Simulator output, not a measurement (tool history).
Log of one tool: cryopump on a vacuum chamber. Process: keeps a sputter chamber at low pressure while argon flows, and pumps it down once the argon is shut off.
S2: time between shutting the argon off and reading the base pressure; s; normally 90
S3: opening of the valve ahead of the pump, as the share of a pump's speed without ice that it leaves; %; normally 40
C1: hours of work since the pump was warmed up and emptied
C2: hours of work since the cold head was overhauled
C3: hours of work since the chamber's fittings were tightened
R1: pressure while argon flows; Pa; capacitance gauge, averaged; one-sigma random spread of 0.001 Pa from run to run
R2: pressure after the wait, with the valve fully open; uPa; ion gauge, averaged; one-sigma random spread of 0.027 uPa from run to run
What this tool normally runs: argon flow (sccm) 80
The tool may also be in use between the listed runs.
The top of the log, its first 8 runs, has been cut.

{"run": 9, "hour": 575.3, "argon flow (sccm)": 80, "S2": 90, "S3": 40, "C1": 865, "C2": 865, "C3": 420, "R1": 0.2426, "R2": 1.54}
{"hour": 646.4, "done": "pump warmed up, emptied and cooled again"}
{"run": 10, "hour": 676.3, "argon flow (sccm)": 80, "S2": 90, "S3": 20, "C1": 22, "C2": 937, "C3": 493, "R1": 0.4577, "R2": 1.58}
{"run": 11, "hour": 729.3, "argon flow (sccm)": 80, "S2": 90, "S3": 20, "C1": 62, "C2": 977, "C3": 532, "R1": 0.4561, "R2": 1.6}
{"run": 12, "hour": 790.2, "argon flow (sccm)": 33, "S2": 90, "S3": 20, "C1": 108, "C2": 1022, "C3": 578, "R1": 0.1891, "R2": 1.59}
{"run": 13, "hour": 837.3, "argon flow (sccm)": 80, "S2": 90, "S3": 40, "C1": 143, "C2": 1058, "C3": 614, "R1": 0.2319, "R2": 1.67}
{"run": 14, "hour": 934.9, "argon flow (sccm)": 80, "S2": 90, "S3": 40, "C1": 217, "C2": 1131, "C3": 687, "R1": 0.2324, "R2": 1.72}
{"run": 15, "hour": 991.8, "argon flow (sccm)": 80, "S2": 90, "S3": 54, "C1": 260, "C2": 1174, "C3": 730, "R1": 0.173, "R2": 1.79}
{"run": 16, "hour": 1052.4, "argon flow (sccm)": 80, "S2": 90, "S3": 54, "C1": 305, "C2": 1220, "C3": 775, "R1": 0.1738, "R2": 1.84}
{"run": 17, "hour": 1105.3, "argon flow (sccm)": 80, "S2": 90, "S3": 54, "C1": 345, "C2": 1259, "C3": 815, "R1": 0.1752, "R2": 1.85}
{"run": 18, "hour": 1192.3, "argon flow (sccm)": 142, "S2": 58, "S3": 34, "C1": 410, "C2": 1325, "C3": 880, "R1": 0.4923, "R2": 2.47}
{"run": 19, "hour": 1245.6, "argon flow (sccm)": 138, "S2": 79, "S3": 23, "C1": 450, "C2": 1365, "C3": 920, "R1": 0.6948, "R2": 2.08}
{"run": 20, "hour": 1336.5, "argon flow (sccm)": 138, "S2": 123, "S3": 23, "C1": 519, "C2": 1433, "C3": 989, "R1": 0.7026, "R2": 1.63}
{"run": 21, "hour": 1415.6, "argon flow (sccm)": 138, "S2": 82, "S3": 24, "C1": 578, "C2": 1492, "C3": 1048, "R1": 0.6763, "R2": 2.08}
{"run": 22, "hour": 1456.0, "argon flow (sccm)": 138, "S2": 82, "S3": 24, "C1": 608, "C2": 1523, "C3": 1078, "R1": 0.6766, "R2": 2.14}
{"run": 23, "hour": 1538.6, "argon flow (sccm)": 138, "S2": 82, "S3": 24, "C1": 670, "C2": 1585, "C3": 1140, "R1": 0.6752, "R2": 2.23}
{"run": 24, "hour": 1586.0, "argon flow (sccm)": 80, "S2": 87, "S3": 40, "C1": 706, "C2": 1620, "C3": 1176, "R1": 0.2397, "R2": 2.16}
{"run": 25, "hour": 1671.2, "argon flow (sccm)": 80, "S2": 87, "S3": 40, "C1": 770, "C2": 1684, "C3": 1240, "R1": 0.2414, "R2": 2.23}
{"run": 26, "hour": 1726.5, "argon flow (sccm)": 44, "S2": 25, "S3": 41, "C1": 812, "C2": 1726, "C3": 1282, "R1": 0.1299, "R2": 4.8}
{"run": 27, "hour": 1776.6, "argon flow (sccm)": 46, "S2": 164, "S3": 26, "C1": 849, "C2": 1764, "C3": 1319, "R1": 0.2099, "R2": 1.89}
{"hour": 1864.1, "done": "pump warmed up, emptied and cooled again"}
{"run": 28, "hour": 1864.1, "argon flow (sccm)": 87, "S2": 90, "S3": 40, "C1": 0, "C2": 1826, "C3": 1381, "R1": 0.252, "R2": 2.08}
{"run": 29, "hour": 1942.4, "argon flow (sccm)": 117, "S2": 90, "S3": 40, "C1": 59, "C2": 1884, "C3": 1440, "R1": 0.34, "R2": 2.21}
{"run": 30, "hour": 2038.3, "argon flow (sccm)": 80, "S2": 83, "S3": 47, "C1": 131, "C2": 1957, "C3": 1512, "R1": 0.2004, "R2": 2.31}
{"run": 31, "hour": 2134.8, "argon flow (sccm)": 52, "S2": 43, "S3": 28, "C1": 203, "C2": 2029, "C3": 1585, "R1": 0.2155, "R2": 3.36}
{"run": 32, "hour": 2225.7, "argon flow (sccm)": 52, "S2": 43, "S3": 28, "C1": 272, "C2": 2097, "C3": 1653, "R1": 0.2164, "R2": 3.48}
{"run": 33, "hour": 2276.6, "argon flow (sccm)": 86, "S2": 189, "S3": 40, "C1": 310, "C2": 2136, "C3": 1691, "R1": 0.2533, "R2": 1.95}

What if the next run were any one of these 4? Each begins from the tool's condition after run 33:
{"run": "A", "hour": 2330.3, "argon flow (sccm)": 86, "S2": 196, "S3": 37, "C1": 350, "C2": 2176, "C3": 1732, "R1": "?", "R2": "?"}
{"run": "B", "hour": 2330.3, "argon flow (sccm)": 112, "S2": 145, "S3": 29, "C1": 350, "C2": 2176, "C3": 1732, "R1": "?", "R2": "?"}
{"run": "C", "hour": 2330.3, "argon flow (sccm)": 74, "S2": 180, "S3": 33, "C1": 350, "C2": 2176, "C3": 1732, "R1": "?", "R2": "?"}
{"run": "D", "hour": 2330.3, "argon flow (sccm)": 86, "S2": 281, "S3": 21, "C1": 350, "C2": 2176, "C3": 1732, "R1": "?", "R2": "?"}

run=A R1=0.2741 R2=1.95
run=B R1=0.4499 R2=2.06
run=C R1=0.2611 R2=1.94
run=D R1=0.4753 R2=1.78
What these runs would have given with no unlogged condition in the tool:
run=A R1=0.2647 R2=0.67
run=B R1=0.4376 R2=0.8
run=C R1=0.2531 R2=0.71
run=D R1=0.4659 R2=0.52
